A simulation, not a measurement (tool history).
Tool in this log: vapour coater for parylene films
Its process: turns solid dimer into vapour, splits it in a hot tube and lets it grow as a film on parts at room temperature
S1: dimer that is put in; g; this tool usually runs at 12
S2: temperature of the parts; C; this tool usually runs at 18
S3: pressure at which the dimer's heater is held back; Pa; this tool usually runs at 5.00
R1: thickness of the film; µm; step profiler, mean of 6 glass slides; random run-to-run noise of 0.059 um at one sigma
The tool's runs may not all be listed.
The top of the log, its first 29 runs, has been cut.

{"run": 30, "hour": 813.5, "S1": 12, "S2": 12, "S3": 2.71, "R1": 9.45}
{"run": 31, "hour": 833.1, "S1": 12, "S2": 12, "S3": 2.71, "R1": 9.41}
{"run": 32, "hour": 850.7, "S1": 7, "S2": 17, "S3": 4.83, "R1": 4.24}
{"run": 33, "hour": 878.8, "S1": 18, "S2": 17, "S3": 11.51, "R1": 10.01}
{"run": 34, "hour": 916.7, "S1": 18, "S2": 20, "S3": 9.37, "R1": 9.13}
{"run": 35, "hour": 933.9, "S1": 18, "S2": 20, "S3": 9.37, "R1": 9.01}
{"run": 36, "hour": 957.0, "S1": 15, "S2": 18, "S3": 2.55, "R1": 9.41}
{"run": 37, "hour": 985.3, "S1": 19, "S2": 16, "S3": 5.0, "R1": 11.93}
{"run": 38, "hour": 1006.5, "S1": 17, "S2": 29, "S3": 5.0, "R1": 6.56}
{"run": 39, "hour": 1029.0, "S1": 12, "S2": 14, "S3": 6.41, "R1": 7.86}
{"run": 40, "hour": 1054.8, "S1": 19, "S2": 18, "S3": 5.28, "R1": 10.87}

What if the next run were any one of these 4? Each begins from the tool's condition after run 40:
{"run": "A", "hour": 1072.0, "S1": 12, "S2": 18, "S3": 2.37, "R1": "?"}
{"run": "B", "hour": 1072.0, "S1": 9, "S2": 30, "S3": 6.51, "R1": "?"}
{"run": "C", "hour": 1072.0, "S1": 19, "S2": 21, "S3": 8.6, "R1": "?"}
{"run": "D", "hour": 1072.0, "S1": 8, "S2": 11, "S3": 3.36, "R1": "?"}

run=A R1=7.57
run=B R1=3.13
run=C R1=9.29
run=D R1=6.33
The same runs, with their run-to-run variation unchanged, on a tool lacking any hidden condition would have given:
run=A R1=7.59
run=B R1=3.14
run=C R1=9.32
run=D R1=6.35
